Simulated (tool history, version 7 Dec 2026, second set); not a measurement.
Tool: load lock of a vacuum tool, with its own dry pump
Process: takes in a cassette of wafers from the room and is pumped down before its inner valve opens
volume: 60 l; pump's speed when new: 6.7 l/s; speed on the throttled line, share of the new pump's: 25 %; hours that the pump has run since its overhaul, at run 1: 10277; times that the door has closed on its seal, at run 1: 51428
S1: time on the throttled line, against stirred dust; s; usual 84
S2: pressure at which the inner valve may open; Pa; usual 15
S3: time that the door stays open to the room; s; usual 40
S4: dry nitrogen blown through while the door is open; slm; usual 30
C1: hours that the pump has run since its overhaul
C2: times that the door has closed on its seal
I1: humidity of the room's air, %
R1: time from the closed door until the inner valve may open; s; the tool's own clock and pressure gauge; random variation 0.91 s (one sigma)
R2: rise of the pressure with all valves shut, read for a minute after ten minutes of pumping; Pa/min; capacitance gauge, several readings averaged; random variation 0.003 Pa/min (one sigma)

run,hour,S1,S2,S3,S4,C1,C2,I1,R1,R2
1,0,84,15,40,30,10277,51428,40.1,156.9,0.108
2,174.4,84,15,40,30,10452,52083,46.5,156.3,0.119
3,444.7,84,15,40,30,10722,53099,42.7,157.7,0.122
4,864.1,84,15,40,30,11141,54675,46.2,157.2,0.13
5,1248.4,84,15,40,30,11526,56118,46.2,159.2,0.131
6,1515.1,84,15,40,30,11792,57121,47.5,157.5,0.14
7,1728.2,84,15,40,30,12006,57921,45.6,159.3,0.138
8,2097.5,84,15,40,30,12375,59309,46.7,158.1,0.136
9,2523.7,84,15,40,30,12801,60910,44.1,160.7,0.156
10,2795.4,84,15,40,30,13073,61931,42.9,161.2,0.151
11,3213.9,84,15,40,30,13491,63504,41.7,162.3,0.164
12,3452.7,84,15,40,30,13730,64401,43.4,162.4,0.163
# hour 3534.3: dry pump taken out, an overhauled one fitted
13,3810.9,84,15,40,30,277,65724,43.9,142.1,0.165
14,4009.5,84,15,40,30,475,66470,43.5,144.2,0.171
15,4207.3,84,15,40,30,673,67214,43.3,143.7,0.171
16,4611.9,84,15,40,30,1078,68734,45.6,143.5,0.178
17,4979.8,84,15,40,30,1445,70116,44.6,144.7,0.187
18,5254.3,84,15,40,30,1720,71147,42.9,144.7,0.19
19,5511.5,84,15,40,30,1977,72114,48.7,145.2,0.193
20,5695.1,84,15,40,45,2161,72804,49.2,145.6,0.192
21,6033.3,84,15,40,45,2499,74074,43.5,145.5,0.197
22,6281,109,30,40,30,2747,75005,41.9,158.7,0.2
# hour 6592.8: door's seal changed, seat wiped
23,6609.4,84,29,76,30,3074,63,44.3,140.8,0.039
24,6822.8,156,25,124,12,3287,864,44.8,194.2,0.077
25,7112.4,156,25,124,12,3577,1952,43.8,195.3,0.081
26,7479,156,25,58,4,3943,3330,43.3,195.9,0.059
27,7739.6,156,11,58,8,4204,4309,44.5,203.1,0.057
28,7931.7,156,14,32,4,4396,5031,43.6,200.3,0.04
29,8280.9,149,14,26,4,4745,6343,48.2,194.5,0.043

4 ways to go on from here, each from the tool as it stands after run 29. What would each give?
A,8545.4,149,11,51,4,5010,7337,43.6,?,?
B,8545.4,76,21,195,30,5010,7337,43.7,?,?
C,8545.4,153,15,40,30,5010,7337,46.6,?,?
D,8545.4,87,15,30,38,5010,7337,41.3,?,?

run,R1,R2
A,200.2,0.058
B,142.1,0.072
C,198.1,0.03
D,149,0.027
Without the tool's hidden state the same runs would have given:
run,R1,R2
A,194.8,0.051
B,135.1,0.064
C,193.3,0.022
D,142.1,0.019

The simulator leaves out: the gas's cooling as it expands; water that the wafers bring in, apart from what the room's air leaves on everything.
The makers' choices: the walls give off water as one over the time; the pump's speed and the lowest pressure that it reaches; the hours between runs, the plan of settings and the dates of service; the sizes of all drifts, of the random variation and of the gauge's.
